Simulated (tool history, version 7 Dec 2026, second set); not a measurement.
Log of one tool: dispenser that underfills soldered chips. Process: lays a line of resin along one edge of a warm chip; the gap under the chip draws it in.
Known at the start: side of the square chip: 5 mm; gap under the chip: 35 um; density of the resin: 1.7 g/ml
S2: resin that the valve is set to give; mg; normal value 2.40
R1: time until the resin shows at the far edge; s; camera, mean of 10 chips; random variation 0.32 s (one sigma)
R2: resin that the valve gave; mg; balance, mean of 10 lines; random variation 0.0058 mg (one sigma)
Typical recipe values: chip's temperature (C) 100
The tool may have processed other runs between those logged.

Run 1, hour 0.0: usual settings. Result: R1 13.0 s, R2 2.400 mg.
Run 2, hour 6.3: usual settings. Result: R1 15.9 s, R2 2.383 mg.
Run 3, hour 10.5: usual settings. Result: R1 16.1 s, R2 2.384 mg.
At hour 14.0: new syringe of resin.
Run 4, hour 14.0: usual settings. Result: R1 12.9 s, R2 2.383 mg.
Run 5, hour 17.3: usual settings but S2 2.67 mg. Result: R1 14.4 s, R2 2.654 mg.
Run 6, hour 21.3: usual settings but S2 3.07 mg. Result: R1 14.8 s, R2 3.035 mg.
Run 7, hour 24.7: usual settings but chip's temperature (C) 88. Result: R1 25.6 s, R2 2.369 mg.
At hour 28.8: new syringe of resin.
Run 8, hour 30.8: usual settings but chip's temperature (C) 88. Result: R1 20.3 s, R2 2.374 mg.
Run 9, hour 33.8: usual settings but chip's temperature (C) 88. Result: R1 21.8 s, R2 2.361 mg.
Run 10, hour 37.3: usual settings but chip's temperature (C) 88. Result: R1 24.1 s, R2 2.365 mg.
Run 11, hour 42.9: usual settings. Result: R1 18.2 s, R2 2.362 mg.
At hour 43.7: new syringe of resin.
Run 12, hour 46.3: usual settings. Result: R1 13.7 s, R2 2.348 mg.
Run 13, hour 52.9: usual settings. Result: R1 16.2 s, R2 2.343 mg.
At hour 58.3: new syringe of resin.
Run 14, hour 59.2: usual settings but S2 2.68 mg. Result: R1 12.9 s, R2 2.605 mg.
Run 15, hour 63.8: usual settings but chip's temperature (C) 110, S2 2.26 mg. Result: R1 10.6 s, R2 2.192 mg.
Run 16, hour 67.6: usual settings but chip's temperature (C) 109, S2 3.08 mg. Result: R1 11.5 s, R2 2.980 mg.
At hour 70.0: dispensing valve cleaned and set on the balance.
Run 17, hour 73.4: usual settings but chip's temperature (C) 109, S2 3.08 mg. Result: R1 12.8 s, R2 3.089 mg.
At hour 74.2: new syringe of resin.
Run 18, hour 78.1: usual settings but chip's temperature (C) 94, S2 3.08 mg. Result: R1 17.5 s, R2 3.077 mg.
Run 19, hour 81.5: usual settings but S2 2.09 mg. Result: R1 15.3 s, R2 2.085 mg.
Run 20, hour 87.9: usual settings but chip's temperature (C) 104, S2 2.60 mg. Result: R1 15.3 s, R2 2.584 mg.
At hour 89.1: new syringe of resin.
Run 21, hour 91.7: usual settings but chip's temperature (C) 97, S2 2.53 mg. Result: R1 14.8 s, R2 2.515 mg.
Run 22, hour 98.1: usual settings but chip's temperature (C) 97, S2 2.53 mg. Result: R1 17.6 s, R2 2.499 mg.
At hour 104.2: new syringe of resin.
Run 23, hour 104.8: usual settings but chip's temperature (C) 92, S2 3.09 mg. Result: R1 17.2 s, R2 3.062 mg.
Run 24, hour 111.1: usual settings but chip's temperature (C) 92, S2 3.09 mg. Result: R1 20.2 s, R2 3.039 mg.
Run 25, hour 117.8: usual settings but chip's temperature (C) 105, S2 2.23 mg. Result: R1 15.1 s, R2 2.188 mg.
At hour 119.1: new syringe of resin.
Run 26, hour 122.4: usual settings but chip's temperature (C) 105, S2 2.23 mg. Result: R1 12.3 s, R2 2.188 mg.
Run 27, hour 127.8: usual settings but chip's temperature (C) 97, S2 2.76 mg. Result: R1 18.1 s, R2 2.705 mg.
At hour 133.8: new syringe of resin.
Run 28, hour 134.7: usual settings but chip's temperature (C) 101, S2 2.08 mg. Result: R1 13.2 s, R2 2.034 mg.

4 ways to go on from here, each from the tool as it stands after run 28. What would each give?
Run A, hour 139.2: usual settings but chip's temperature (C) 91, S2 2.52 mg. Result: R1 ?, R2 ?.
Run B, hour 139.2: usual settings but chip's temperature (C) 98, S2 2.99 mg. Result: R1 ?, R2 ?.
Run C, hour 139.2: usual settings but chip's temperature (C) 102, S2 2.98 mg. Result: R1 ?, R2 ?.
Run D, hour 139.2: usual settings but chip's temperature (C) 86, S2 2.50 mg. Result: R1 ?, R2 ?.

run    R1     R2
  A  21.2  2.451
  B  15.6  2.907
  C  13.6  2.902
  D  24.6  2.444
Without the tool's unlogged condition, the same runs would have read:
run    R1     R2
  A  17.5  2.514
  B  12.8  2.983
  C  11.3  2.977
  D  20.2  2.508

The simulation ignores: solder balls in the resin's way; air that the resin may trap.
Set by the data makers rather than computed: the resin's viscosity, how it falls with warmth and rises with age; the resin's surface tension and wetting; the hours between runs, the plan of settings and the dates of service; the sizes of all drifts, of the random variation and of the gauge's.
